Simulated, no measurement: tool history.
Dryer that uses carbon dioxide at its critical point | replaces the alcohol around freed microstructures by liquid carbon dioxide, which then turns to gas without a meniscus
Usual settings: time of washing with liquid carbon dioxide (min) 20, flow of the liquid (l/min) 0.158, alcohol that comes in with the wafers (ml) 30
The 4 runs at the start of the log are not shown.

run    day  time of washing with liquid carbon dioxide (min)  flow of the liquid (l/min)  alcohol that comes in with the wafers (ml)  alcohol left in the vessel before it's heated (ppm by volume)
  5  0.817                                                20                       0.158                                          30                                                            677
  6  1.175                                                20                       0.158                                          30                                                            684
  7  1.475                                                20                       0.158                                          30                                                            686
  8  1.758                                                20                       0.180                                          30                                                            370
  9  2.071                                                20                       0.180                                          30                                                            367
 10  2.404                                                20                       0.180                                          30                                                            368
 11  2.775                                                20                       0.142                                          30                                                           1163
 12  2.958                                                20                       0.142                                          30                                                           1166
 13  3.192                                                20                       0.142                                          30                                                           1171
 14  3.462                                                25                       0.158                                          30                                                            262
 15  3.667                                                20                       0.158                                          30                                                            720
 16  3.988                                                20                       0.158                                          30                                                            724

Forecast run 17:
 17  4.362                                                20                       0.158                                          30                                                              ?

alcohol left in the vessel before it's heated (ppm by volume): 732
Take away the tool's hidden state, keep the run-to-run variation as it was, and the same run would have given alcohol left in the vessel before it's heated (ppm by volume) 630.

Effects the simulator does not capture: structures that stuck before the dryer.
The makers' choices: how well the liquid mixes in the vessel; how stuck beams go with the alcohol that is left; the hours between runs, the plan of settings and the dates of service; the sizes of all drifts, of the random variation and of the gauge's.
